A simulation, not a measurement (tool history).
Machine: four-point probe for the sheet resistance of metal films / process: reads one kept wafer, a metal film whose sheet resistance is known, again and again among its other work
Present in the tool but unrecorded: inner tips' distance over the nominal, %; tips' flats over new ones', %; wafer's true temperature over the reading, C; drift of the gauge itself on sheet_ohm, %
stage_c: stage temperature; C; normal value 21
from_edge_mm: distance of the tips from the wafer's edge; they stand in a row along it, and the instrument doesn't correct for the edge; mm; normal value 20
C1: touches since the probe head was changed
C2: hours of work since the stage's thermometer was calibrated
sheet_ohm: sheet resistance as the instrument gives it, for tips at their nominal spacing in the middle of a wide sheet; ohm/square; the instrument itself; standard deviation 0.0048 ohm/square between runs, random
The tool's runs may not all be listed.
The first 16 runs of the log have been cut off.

Run 17, hour 225.7: usual settings but from_edge_mm 66 mm; C1 107159; C2 405. Result: sheet_ohm 24.154416 ohm/square.
Run 18, hour 240.9: usual settings but stage_c 35 C, from_edge_mm 72 mm; C1 107731; C2 412. Result: sheet_ohm 24.212964 ohm/square.
Run 19, hour 252.9: usual settings but stage_c 20 C, from_edge_mm 16 mm; C1 108187; C2 417. Result: sheet_ohm 24.231371 ohm/square.
Run 20, hour 265.2: usual settings but stage_c 20 C, from_edge_mm 16 mm; C1 108648; C2 422. Result: sheet_ohm 24.233061 ohm/square.
Run 21, hour 283.7: usual settings but stage_c 29 C, from_edge_mm 6 mm; C1 109349; C2 430. Result: sheet_ohm 24.767130 ohm/square.
Run 22, hour 294.6: usual settings but stage_c 29 C, from_edge_mm 6 mm; C1 109757; C2 435. Result: sheet_ohm 24.754961 ohm/square.
Run 23, hour 308.2: usual settings but stage_c 31 C, from_edge_mm 62 mm; C1 110272; C2 440. Result: sheet_ohm 24.201326 ohm/square.
Run 24, hour 320.7: usual settings but stage_c 18 C, from_edge_mm 10 mm; C1 110743; C2 446. Result: sheet_ohm 24.363632 ohm/square.
Run 25, hour 337.1: usual settings but stage_c 18 C, from_edge_mm 10 mm; C1 111363; C2 453. Result: sheet_ohm 24.354985 ohm/square.
Run 26, hour 356.8: usual settings but stage_c 18 C, from_edge_mm 10 mm; C1 112104; C2 461. Result: sheet_ohm 24.359933 ohm/square.
Run 27, hour 366.7: usual settings but stage_c 18 C, from_edge_mm 50 mm; C1 112477; C2 465. Result: sheet_ohm 24.154861 ohm/square.
Run 28, hour 382.0: usual settings but stage_c 18 C, from_edge_mm 50 mm; C1 113055; C2 472. Result: sheet_ohm 24.166054 ohm/square.
Run 29, hour 399.9: usual settings but stage_c 19 C, from_edge_mm 3 mm; C1 113730; C2 479. Result: sheet_ohm 26.259754 ohm/square.
Run 30, hour 409.0: usual settings but stage_c 22 C, from_edge_mm 26 mm; C1 114073; C2 483. Result: sheet_ohm 24.198175 ohm/square.
Run 31, hour 422.4: usual settings but stage_c 34 C, from_edge_mm 75 mm; C1 114582; C2 489. Result: sheet_ohm 24.219651 ohm/square.

Below are 4 alternative next runs, each starting from the tool's condition after run 31. Predict each:
Run A, hour 442.3: usual settings but from_edge_mm 9 mm; C1 115332; C2 498. Result: sheet_ohm ?.
Run B, hour 442.3: usual settings but stage_c 30 C, from_edge_mm 68 mm; C1 115332; C2 498. Result: sheet_ohm ?.
Run C, hour 442.3: usual settings but stage_c 35 C, from_edge_mm 24 mm; C1 115332; C2 498. Result: sheet_ohm ?.
Run D, hour 442.3: usual settings but stage_c 20 C, from_edge_mm 19 mm; C1 115332; C2 498. Result: sheet_ohm ?.

run  sheet_ohm
  A  24.431243
  B  24.199674
  C  24.257785
  D  24.221405
The same runs, with their run-to-run variation unchanged, on a tool lacking any hidden condition would have given:
run  sheet_ohm
  A  24.179892
  B  23.950877
  C  24.008608
  D  23.972019
